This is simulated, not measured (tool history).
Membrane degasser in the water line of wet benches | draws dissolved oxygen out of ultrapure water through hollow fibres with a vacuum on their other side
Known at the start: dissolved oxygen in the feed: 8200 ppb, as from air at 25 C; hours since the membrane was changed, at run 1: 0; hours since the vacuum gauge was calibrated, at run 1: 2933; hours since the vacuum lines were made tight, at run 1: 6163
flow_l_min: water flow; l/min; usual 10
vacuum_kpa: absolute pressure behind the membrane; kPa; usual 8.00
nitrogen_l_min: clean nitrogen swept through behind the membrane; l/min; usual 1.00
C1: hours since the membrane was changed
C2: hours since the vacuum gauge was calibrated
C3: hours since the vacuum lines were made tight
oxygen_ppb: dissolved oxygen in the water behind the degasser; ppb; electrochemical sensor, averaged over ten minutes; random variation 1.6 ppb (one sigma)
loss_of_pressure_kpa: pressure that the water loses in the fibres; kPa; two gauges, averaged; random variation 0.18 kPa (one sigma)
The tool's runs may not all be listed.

Run 1, hour 0.0: usual settings; C1 0; C2 2933; C3 6163. Result: oxygen_ppb 170.1 ppb, loss_of_pressure_kpa 31.17 kPa.
Run 2, hour 222.3: usual settings; C1 222; C2 3155; C3 6385. Result: oxygen_ppb 171.0 ppb, loss_of_pressure_kpa 31.41 kPa.
Run 3, hour 383.7: usual settings but vacuum_kpa 5.44 kPa; C1 384; C2 3317; C3 6547. Result: oxygen_ppb 106.5 ppb, loss_of_pressure_kpa 31.64 kPa.
Run 4, hour 529.1: usual settings but vacuum_kpa 5.44 kPa; C1 529; C2 3462; C3 6692. Result: oxygen_ppb 108.5 ppb, loss_of_pressure_kpa 31.47 kPa.
At hour 664.9: seals of the vacuum lines changed.
Run 5, hour 719.2: usual settings but vacuum_kpa 5.44 kPa; C1 717; C2 3650; C3 54. Result: oxygen_ppb 108.2 ppb, loss_of_pressure_kpa 31.55 kPa.
Run 6, hour 932.0: usual settings but vacuum_kpa 5.44 kPa; C1 930; C2 3863; C3 267. Result: oxygen_ppb 108.8 ppb, loss_of_pressure_kpa 31.60 kPa.
At hour 1119.0: vacuum gauge calibrated.
Run 7, hour 1127.7: usual settings but vacuum_kpa 5.44 kPa; C1 1125; C2 9; C3 462. Result: oxygen_ppb 103.5 ppb, loss_of_pressure_kpa 31.41 kPa.
Run 8, hour 1359.5: usual settings but vacuum_kpa 13.32 kPa; C1 1357; C2 240; C3 694. Result: oxygen_ppb 286.3 ppb, loss_of_pressure_kpa 31.85 kPa.
Run 9, hour 1597.2: usual settings but vacuum_kpa 13.32 kPa; C1 1595; C2 478; C3 932. Result: oxygen_ppb 294.8 ppb, loss_of_pressure_kpa 31.67 kPa.
Run 10, hour 1734.9: usual settings; C1 1732; C2 616; C3 1069. Result: oxygen_ppb 165.8 ppb, loss_of_pressure_kpa 31.86 kPa.
Run 11, hour 2006.7: usual settings; C1 2004; C2 888; C3 1341. Result: oxygen_ppb 171.8 ppb, loss_of_pressure_kpa 31.62 kPa.
Run 12, hour 2252.2: usual settings; C1 2250; C2 1133; C3 1587. Result: oxygen_ppb 170.1 ppb, loss_of_pressure_kpa 32.05 kPa.
Run 13, hour 2509.1: usual settings; C1 2507; C2 1390; C3 1844. Result: oxygen_ppb 169.5 ppb, loss_of_pressure_kpa 31.81 kPa.
Run 14, hour 2783.0: usual settings but flow_l_min 13 l/min; C1 2781; C2 1664; C3 2118. Result: oxygen_ppb 240.4 ppb, loss_of_pressure_kpa 41.66 kPa.
Run 15, hour 3076.2: usual settings; C1 3074; C2 1957; C3 2411. Result: oxygen_ppb 169.4 ppb, loss_of_pressure_kpa 32.01 kPa.
Run 16, hour 3197.4: usual settings; C1 3195; C2 2078; C3 2532. Result: oxygen_ppb 171.9 ppb, loss_of_pressure_kpa 32.35 kPa.
Run 17, hour 3457.7: usual settings but flow_l_min 7 l/min, vacuum_kpa 5.75 kPa, nitrogen_l_min 1.60 l/min; C1 3455; C2 2339; C3 2792. Result: oxygen_ppb 52.9 ppb, loss_of_pressure_kpa 22.45 kPa.
Run 18, hour 3752.7: usual settings but flow_l_min 7 l/min, vacuum_kpa 5.75 kPa, nitrogen_l_min 1.60 l/min; C1 3750; C2 2634; C3 3087. Result: oxygen_ppb 55.5 ppb, loss_of_pressure_kpa 22.68 kPa.
Run 19, hour 4015.2: usual settings but vacuum_kpa 7.95 kPa; C1 4013; C2 2896; C3 3350. Result: oxygen_ppb 175.5 ppb, loss_of_pressure_kpa 32.54 kPa.
Run 20, hour 4301.6: usual settings but flow_l_min 8 l/min, nitrogen_l_min 1.50 l/min; C1 4299; C2 3183; C3 3636. Result: oxygen_ppb 102.8 ppb, loss_of_pressure_kpa 25.99 kPa.
Run 21, hour 4566.3: usual settings but flow_l_min 16 l/min, vacuum_kpa 8.79 kPa, nitrogen_l_min 1.86 l/min; C1 4564; C2 3447; C3 3901. Result: oxygen_ppb 277.7 ppb, loss_of_pressure_kpa 52.20 kPa.
Run 22, hour 4757.5: usual settings but flow_l_min 16 l/min, vacuum_kpa 8.79 kPa, nitrogen_l_min 1.86 l/min; C1 4755; C2 3638; C3 4092. Result: oxygen_ppb 273.7 ppb, loss_of_pressure_kpa 52.41 kPa.
Run 23, hour 4886.0: usual settings but flow_l_min 16 l/min, vacuum_kpa 8.79 kPa, nitrogen_l_min 1.86 l/min; C1 4883; C2 3767; C3 4221. Result: oxygen_ppb 276.8 ppb, loss_of_pressure_kpa 52.42 kPa.
Run 24, hour 5045.7: usual settings but flow_l_min 16 l/min, vacuum_kpa 8.79 kPa, nitrogen_l_min 1.86 l/min; C1 5043; C2 3927; C3 4380. Result: oxygen_ppb 276.2 ppb, loss_of_pressure_kpa 52.66 kPa.
At hour 5178.3: vacuum gauge calibrated.
Run 25, hour 5253.1: usual settings but flow_l_min 16 l/min, vacuum_kpa 8.79 kPa, nitrogen_l_min 1.86 l/min; C1 5250; C2 75; C3 4587. Result: oxygen_ppb 278.1 ppb, loss_of_pressure_kpa 52.83 kPa.
Run 26, hour 5464.1: usual settings but flow_l_min 15 l/min, vacuum_kpa 8.96 kPa, nitrogen_l_min 0.79 l/min; C1 5461; C2 286; C3 4798. Result: oxygen_ppb 374.8 ppb, loss_of_pressure_kpa 49.57 kPa.
Run 27, hour 5691.7: usual settings but vacuum_kpa 8.96 kPa, nitrogen_l_min 0.90 l/min; C1 5689; C2 513; C3 5026. Result: oxygen_ppb 215.0 ppb, loss_of_pressure_kpa 33.35 kPa.
Run 28, hour 5957.1: usual settings but vacuum_kpa 8.96 kPa, nitrogen_l_min 0.90 l/min; C1 5954; C2 779; C3 5291. Result: oxygen_ppb 220.6 ppb, loss_of_pressure_kpa 33.07 kPa.
Run 29, hour 6208.4: usual settings but flow_l_min 8 l/min, vacuum_kpa 9.62 kPa; C1 6205; C2 1030; C3 5542. Result: oxygen_ppb 168.5 ppb, loss_of_pressure_kpa 26.71 kPa.
Run 30, hour 6415.9: usual settings but vacuum_kpa 15.23 kPa, nitrogen_l_min 1.82 l/min; C1 6413; C2 1238; C3 5750. Result: oxygen_ppb 229.2 ppb, loss_of_pressure_kpa 33.43 kPa.
Run 31, hour 6564.0: usual settings but flow_l_min 6 l/min, vacuum_kpa 9.73 kPa; C1 6561; C2 1386; C3 5898. Result: oxygen_ppb 121.2 ppb, loss_of_pressure_kpa 20.05 kPa.
Run 32, hour 6731.2: usual settings but flow_l_min 12 l/min, vacuum_kpa 6.29 kPa; C1 6728; C2 1553; C3 6065. Result: oxygen_ppb 191.3 ppb, loss_of_pressure_kpa 40.24 kPa.

4 ways to go on from here, each from the tool as it stands after run 32. What would each give?
Run A, hour 6911.4: usual settings but vacuum_kpa 7.58 kPa; C1 6908; C2 1733; C3 6245. Result: oxygen_ppb ?, loss_of_pressure_kpa ?.
Run B, hour 6911.4: usual settings but vacuum_kpa 5.92 kPa; C1 6908; C2 1733; C3 6245. Result: oxygen_ppb ?, loss_of_pressure_kpa ?.
Run C, hour 6911.4: usual settings but vacuum_kpa 10.09 kPa, nitrogen_l_min 0.51 l/min; C1 6908; C2 1733; C3 6245. Result: oxygen_ppb ?, loss_of_pressure_kpa ?.
Run D, hour 6911.4: usual settings but vacuum_kpa 16.21 kPa, nitrogen_l_min 2.32 l/min; C1 6908; C2 1733; C3 6245. Result: oxygen_ppb ?, loss_of_pressure_kpa ?.

run  oxygen_ppb  loss_of_pressure_kpa
  A       179.8                 33.65
  B       137.0                 33.62
  C       375.5                 33.52
  D       211.6                 33.61
Without the tool's hidden state the same runs would have given:
run  oxygen_ppb  loss_of_pressure_kpa
  A       151.9                 31.18
  B       110.7                 31.13
  C       343.3                 31.04
  D       182.9                 31.12
